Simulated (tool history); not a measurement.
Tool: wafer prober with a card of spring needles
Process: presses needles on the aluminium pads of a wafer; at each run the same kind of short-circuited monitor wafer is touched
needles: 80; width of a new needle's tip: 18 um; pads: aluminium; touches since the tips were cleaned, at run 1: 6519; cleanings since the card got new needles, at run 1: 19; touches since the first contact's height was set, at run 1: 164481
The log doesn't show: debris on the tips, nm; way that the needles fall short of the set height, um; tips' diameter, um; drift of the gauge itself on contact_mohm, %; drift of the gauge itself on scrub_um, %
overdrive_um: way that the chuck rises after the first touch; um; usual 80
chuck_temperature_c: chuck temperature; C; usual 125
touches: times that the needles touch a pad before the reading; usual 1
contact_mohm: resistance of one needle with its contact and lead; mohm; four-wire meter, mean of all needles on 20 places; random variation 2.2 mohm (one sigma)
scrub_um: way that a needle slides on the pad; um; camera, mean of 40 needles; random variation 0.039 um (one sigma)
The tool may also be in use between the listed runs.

run,hour,overdrive_um,chuck_temperature_c,touches,touches since the tips were cleaned,cleanings since the card got new needles,touches since the first contact's height was set,contact_mohm,scrub_um
1,0,80,125,1,6519,19,164481,286,20.78
# hour 2.6: tips cleaned on abrasive film
# hour 14.8: tips cleaned on abrasive film
2,17.4,80,125,1,1957,21,177346,262,20.48
# hour 25.9: tips cleaned on abrasive film
3,26.3,90,125,1,254,22,183935,246,23.07
4,35.1,80,125,1,6864,22,190545,282,20.49
# hour 37: tips cleaned on abrasive film
5,45.6,80,125,1,6405,23,198294,280,20.41
# hour 49.1: tips cleaned on abrasive film
# hour 61.1: tips cleaned on abrasive film
6,61.9,80,125,1,606,25,210397,253,20.35
# hour 71.9: tips cleaned on abrasive film
7,74.1,80,125,1,1622,26,219417,261,20.44
# hour 82.6: tips cleaned on abrasive film
8,89.9,80,125,1,5467,27,231206,281,20.42
# hour 94: tips cleaned on abrasive film
# hour 98.4: height of the first contact set anew
9,98.4,80,125,1,3108,28,0,268,21.15
# hour 105.4: tips cleaned on abrasive film
# hour 108.8: tips cleaned on abrasive film, once more
10,115.1,80,125,1,4713,30,12370,270,21.14
# hour 119.5: tips cleaned on abrasive film
11,126.4,80,125,1,5156,31,20711,278,21.14
# hour 130.7: tips cleaned on abrasive film
12,136.4,80,125,1,4297,32,28172,274,21.07
# hour 141.6: tips cleaned on abrasive film
13,149,71,125,1,5525,33,37521,288,18.67
# hour 153.1: tips cleaned on abrasive film
14,160.6,71,125,1,5639,34,46098,285,18.63
# hour 164: tips cleaned on abrasive film
15,172.9,80,125,1,6689,35,55264,279,21.08
# hour 175.7: tips cleaned on abrasive film
# hour 187.3: tips cleaned on abrasive film
16,192.8,80,125,1,4121,37,70029,267,20.93
# hour 198.4: tips cleaned on abrasive film
# hour 210.6: tips cleaned on abrasive film
17,212.5,80,125,2,1378,39,84575,248,20.87
# hour 221.4: tips cleaned on abrasive film
18,229.5,61,63,1,6137,40,97286,298,15.89
# hour 233.1: tips cleaned on abrasive film
# hour 244.4: tips cleaned on abrasive film
19,245.4,80,102,2,753,42,108986,244,20.82
# hour 255.9: tips cleaned on abrasive film
20,257.9,80,102,2,1483,43,118292,248,20.84
# hour 267.1: tips cleaned on abrasive film
21,273.6,77,101,3,4875,44,129978,251,20.03
# hour 278.7: tips cleaned on abrasive film
22,285.3,84,101,2,4986,45,138690,260,21.84
# hour 290: tips cleaned on abrasive film
23,294.4,65,125,1,3317,46,145381,288,16.85
# hour 301.4: tips cleaned on abrasive film
24,306.6,77,46,2,3891,47,154473,247,19.93
# hour 312.3: tips cleaned on abrasive film
25,318.3,77,46,2,4501,48,163134,251,19.97
# hour 323.7: tips cleaned on abrasive film
# hour 334.4: tips cleaned on abrasive film
26,338.1,65,68,1,2750,50,177797,269,16.76
# hour 345.8: tips cleaned on abrasive film
27,355.1,65,68,1,6955,51,190468,301,16.78
# hour 357.7: tips cleaned on abrasive film
# hour 369: tips cleaned on abrasive film
28,372.4,65,39,2,2493,53,203241,240,16.66
# hour 380.4: tips cleaned on abrasive film
29,389.3,61,91,3,6616,54,215816,266,15.58
# hour 391.9: tips cleaned on abrasive film
# hour 402.6: tips cleaned on abrasive film
30,403.4,61,63,3,624,56,226281,239,15.56
# hour 414.6: tips cleaned on abrasive film
# hour 418.5: height of the first contact set anew
31,423.7,61,62,3,6621,57,3928,261,16.1
# hour 426.6: tips cleaned on abrasive film
# hour 438.2: tips cleaned on abrasive film
32,442.1,80,125,2,2927,59,17536,258,21.17
# hour 449.4: tips cleaned on abrasive film
33,452.5,80,125,2,2340,60,25280,256,21.11

3 ways to go on from here, each from the tool as it stands after run 33. What would each give?
# hour 460.5: tips cleaned on abrasive film
A,460.9,99,125,2,301,61,31480,?,?
# hour 460.5: tips cleaned on abrasive film
B,460.9,71,95,1,301,61,31480,?,?
# hour 460.5: tips cleaned on abrasive film
C,460.9,80,125,1,301,61,31480,?,?

run,contact_mohm,scrub_um
A,245,26.17
B,242,18.72
C,251,21.11
Without the tool's hidden state the same runs would have given:
run,contact_mohm,scrub_um
A,242,26.25
B,232,18.8
C,243,21.18
